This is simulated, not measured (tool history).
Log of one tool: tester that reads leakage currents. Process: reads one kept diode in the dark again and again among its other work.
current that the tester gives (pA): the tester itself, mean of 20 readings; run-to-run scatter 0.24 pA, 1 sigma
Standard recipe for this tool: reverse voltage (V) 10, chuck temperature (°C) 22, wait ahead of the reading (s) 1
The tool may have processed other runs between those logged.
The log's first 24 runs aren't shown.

run,hour,reverse voltage (V),chuck temperature (°C),wait ahead of the reading (s),current that the tester gives (pA)
25,5010.7,10.8,20,0.46,84.42
26,5213.3,10.8,20,0.46,86.83
27,5381.3,10.8,20,0.46,87.96
28,5520.3,2.4,20,1.58,47.71
29,5772.9,2.4,20,1.58,48.65
30,6048.8,1.4,24,0.38,56.62
31,6226.8,19,23,0.65,153.09
32,6345.2,19,23,0.65,155.18
33,6518.8,1.6,26,0.48,70.72
34,6686,11.2,30,1.96,195.78

4 ways to go on from here, each from the tool as it stands after run 34. What would each give?
# hour 6936.7: chuck's temperature calibrated
A,6965.5,6.2,40,1.23,?
# hour 6936.7: chuck's temperature calibrated
B,6965.5,11.2,30,2.65,?
# hour 6936.7: chuck's temperature calibrated
C,6965.5,12.8,32,0.93,?
# hour 6936.7: chuck's temperature calibrated
D,6965.5,1.7,45,0.93,?

run,current that the tester gives (pA)
A,314.44
B,191.79
C,232.6
D,297.8
Take away the tool's hidden state, keep each run's random variation, and the runs would have read:
run,current that the tester gives (pA)
A,294.11
B,159.78
C,195.97
D,289.55
